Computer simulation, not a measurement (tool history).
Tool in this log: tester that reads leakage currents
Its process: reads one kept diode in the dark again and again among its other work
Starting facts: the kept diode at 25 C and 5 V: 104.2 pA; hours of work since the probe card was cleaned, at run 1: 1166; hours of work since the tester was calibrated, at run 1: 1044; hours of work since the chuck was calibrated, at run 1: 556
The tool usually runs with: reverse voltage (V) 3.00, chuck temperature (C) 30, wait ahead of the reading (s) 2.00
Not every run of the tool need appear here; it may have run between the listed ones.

run,day,reverse voltage (V),chuck temperature (C),wait ahead of the reading (s),hours of work since the probe card was cleaned,hours of work since the tester was calibrated,hours of work since the chuck was calibrated,current that the tester gives (pA)
1,0.000,3.00,30,2.00,1166,1044,556,138.84
2,2.575,3.00,30,2.00,1202,1081,593,139.78
3,4.421,17.65,30,2.00,1229,1107,619,262.95
4,7.938,7.22,30,2.00,1279,1157,669,191.64
5,9.929,7.22,30,0.42,1307,1186,698,192.75
6,13.142,7.22,30,0.42,1353,1232,744,194.18
7,15.108,9.19,56,0.34,1381,1260,772,1335.00
8,17.375,6.68,40,5.12,1414,1292,804,396.72
9,20.350,6.68,40,5.12,1456,1335,847,396.42
10,22.558,6.68,40,5.12,1488,1366,878,397.33

Each row is a separate what-if for the run after 10, all from the same tool condition, not one after another. Results?
A,24.121,11.79,40,5.12,1510,1388,900,?
B,24.121,3.70,57,0.60,1510,1388,900,?
C,24.121,1.42,23,0.43,1510,1388,900,?
D,24.121,6.68,48,7.72,1510,1388,900,?
E,24.121,3.00,35,4.05,1510,1388,900,?

run,current that the tester gives (pA)
A,487.39
B,1045.63
C,63.10
D,702.64
E,207.91
Without the tool's hidden state the same runs would have given:
run,current that the tester gives (pA)
A,446.52
B,975.87
C,57.45
D,651.34
E,191.18
